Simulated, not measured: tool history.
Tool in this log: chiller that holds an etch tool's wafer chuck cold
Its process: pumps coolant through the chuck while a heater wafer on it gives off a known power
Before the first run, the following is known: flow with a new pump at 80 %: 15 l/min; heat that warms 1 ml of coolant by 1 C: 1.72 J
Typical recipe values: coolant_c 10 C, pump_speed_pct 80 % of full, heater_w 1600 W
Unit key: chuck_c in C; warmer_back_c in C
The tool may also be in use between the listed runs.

| run | hour | coolant_c | pump_speed_pct | heater_w | chuck_c | warmer_back_c |
|---|---|---|---|---|---|---|
| 1 | 0.0 | 10 | 80 | 1600 | 24.2 | 3.69 |
| 2 | 34.0 | 10 | 80 | 1600 | 24.5 | 3.72 |
| 3 | 82.8 | 10 | 80 | 1600 | 24.2 | 3.72 |
| 4 | 121.1 | 6 | 80 | 1600 | 20.3 | 3.67 |
| 5 | 164.5 | 6 | 80 | 1600 | 20.3 | 3.67 |
| 6 | 222.2 | 10 | 80 | 1600 | 24.3 | 3.65 |
| 7 | 263.4 | 10 | 72 | 1600 | 25.6 | 4.04 |
| 8 | 315.6 | 10 | 72 | 1600 | 25.5 | 3.99 |
| 9 | 365.4 | 10 | 72 | 1600 | 25.6 | 4.09 |
| 10 | 394.1 | 10 | 80 | 1600 | 24.2 | 3.59 |
| 11 | 454.7 | 10 | 80 | 1600 | 24.2 | 3.60 |
| 12 | 493.8 | 10 | 80 | 1600 | 24.0 | 3.58 |
| 13 | 544.0 | 10 | 80 | 1600 | 24.2 | 3.60 |
| 14 | 576.5 | 10 | 80 | 1600 | 24.1 | 3.52 |
| 15 | 627.0 | 10 | 80 | 1600 | 24.4 | 3.55 |
| 16 | 673.2 | 10 | 80 | 1600 | 24.2 | 3.52 |
| 17 | 724.5 | 16 | 80 | 1333 | 28.0 | 2.95 |
| 18 | 768.6 | 11 | 86 | 2111 | 28.9 | 4.39 |
|  | 802.1 | coolant changed, channels flushed |
| 19 | 824.2 | 11 | 80 | 1313 | 22.6 | 2.86 |
| 20 | 853.6 | 11 | 80 | 1313 | 22.7 | 2.82 |
| 21 | 887.7 | 11 | 80 | 1313 | 22.5 | 2.81 |
| 22 | 937.8 | 8 | 93 | 1600 | 20.6 | 3.02 |
| 23 | 971.1 | 0 | 89 | 848 | 7.0 | 1.54 |
| 24 | 1031.5 | 1 | 66 | 1600 | 17.8 | 4.22 |
| 25 | 1093.5 | 4 | 66 | 1600 | 20.7 | 4.24 |
| 26 | 1135.0 | 10 | 87 | 1810 | 25.2 | 3.55 |
|  | 1143.3 | chiller's thermometer calibrated |
| 27 | 1198.3 | 17 | 80 | 1600 | 31.4 | 3.42 |
| 28 | 1227.3 | 10 | 74 | 905 | 18.5 | 2.02 |
| 29 | 1260.2 | 4 | 75 | 1016 | 13.6 | 2.20 |

Here are 3 independent what-if runs from the current tool condition. What would each one return?
| A | 1292.7 | 2 | 92 | 1140 | ? | ? |
| B | 1292.7 | 18 | 94 | 1476 | ? | ? |
| C | 1292.7 | 19 | 80 | 1234 | ? | ? |

| run | chuck_c | warmer_back_c |
|---|---|---|
| A | 11.1 | 1.98 |
| B | 29.5 | 2.62 |
| C | 30.0 | 2.53 |
The same runs, with their run-to-run variation unchanged, on a tool lacking any hidden condition would have given:
| run | chuck_c | warmer_back_c |
|---|---|---|
| A | 11.1 | 2.29 |
| B | 29.5 | 2.93 |
| C | 30.0 | 2.84 |

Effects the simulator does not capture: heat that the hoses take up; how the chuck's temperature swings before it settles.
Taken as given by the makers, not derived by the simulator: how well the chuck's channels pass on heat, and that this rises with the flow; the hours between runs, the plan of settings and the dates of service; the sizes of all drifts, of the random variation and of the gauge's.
